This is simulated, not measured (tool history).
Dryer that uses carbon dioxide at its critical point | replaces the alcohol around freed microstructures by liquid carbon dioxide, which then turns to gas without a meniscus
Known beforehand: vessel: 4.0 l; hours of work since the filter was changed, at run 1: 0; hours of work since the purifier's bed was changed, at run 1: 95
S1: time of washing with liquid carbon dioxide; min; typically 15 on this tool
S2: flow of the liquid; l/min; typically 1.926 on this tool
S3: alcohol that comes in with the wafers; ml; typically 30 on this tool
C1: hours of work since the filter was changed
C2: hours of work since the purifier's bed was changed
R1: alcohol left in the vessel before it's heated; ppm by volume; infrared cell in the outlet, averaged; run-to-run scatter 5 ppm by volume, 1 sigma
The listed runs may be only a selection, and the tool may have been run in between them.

run	hour	S1	S2	S3	C1	C2	R1
1	0	15	1.926	30	0	95	53
2	12.4	15	1.926	30	8	103	49
3	23.5	16	1.926	30	15	110	51
4	33.2	16	1.926	30	21	116	48
5	46.1	16	1.926	30	29	124	51
6	56.3	16	1.926	30	36	131	59
7	74.9	15	1.926	30	47	142	65
8	84.6	15	1.926	82	53	149	108
9	102.2	15	1.926	82	65	160	120
10	121	15	1.926	30	76	171	78
11	129.7	15	2.46	30	82	177	63
12	141.4	15	2.46	30	89	184	61
13	152.7	15	2.46	30	96	192	54
14	166.6	15	2.46	30	105	200	64
15	176.5	24	2.46	30	111	207	47
16	195.3	15	1.926	63	123	218	138
17	212.7	15	1.926	63	134	229	132
18	221.1	15	1.926	63	140	235	129
19	240.8	15	1.926	63	152	247	136
20	257.2	15	1.926	116	162	257	206
21	272.1	15	1.76	30	172	267	141
22	282.7	17	1.926	30	178	274	96
23	292.3	17	1.926	30	185	280	98
24	309.6	15	1.926	110	195	291	231
25	318.1	11	1.926	30	201	296	238
26	331.2	11	1.926	30	209	304	246
27	347.5	11	1.54	39	219	314	557
28	359.7	14	1.54	39	227	322	308
29	372	11	1.16	27	235	330	839
30	381.6	14	1.91	30	241	336	152
31	393.5	14	1.91	30	248	344	160
32	408.8	18	1.31	87	258	353	448
33	424.8	21	1.31	87	268	363	286
34	440.5	21	1.31	87	278	373	283
# hour 444.9: inlet filter changed
35	451.6	21	1.36	87	4	380	195
36	461	20	2.7	74	10	386	105
37	475.6	19	2.7	35	19	395	108
38	485	19	2.7	35	25	401	129
39	494.7	15	2.62	57	31	407	124
40	505.2	21	2.74	29	38	413	116
41	516.8	21	2.74	29	45	421	110
42	537	19	3.07	30	58	433	120
43	552	19	3.07	30	68	443	124
44	561.3	10	2.18	30	73	449	240
45	572	12	2.1	51	80	456	231
46	587.8	23	1.22	77	90	466	229
47	596.8	23	1.22	77	96	471	233

Alternative continuations, all from the tool just after run 47; predict every row:
A	615.2	16	1.926	35	107	483	?
B	615.2	12	3.21	77	107	483	?
C	615.2	20	2.4	97	107	483	?

run	R1
A	157
B	146
C	136
With the hidden condition removed and each run's random variation left untouched, the same runs would have given:
run	R1
A	19
B	10
C	3

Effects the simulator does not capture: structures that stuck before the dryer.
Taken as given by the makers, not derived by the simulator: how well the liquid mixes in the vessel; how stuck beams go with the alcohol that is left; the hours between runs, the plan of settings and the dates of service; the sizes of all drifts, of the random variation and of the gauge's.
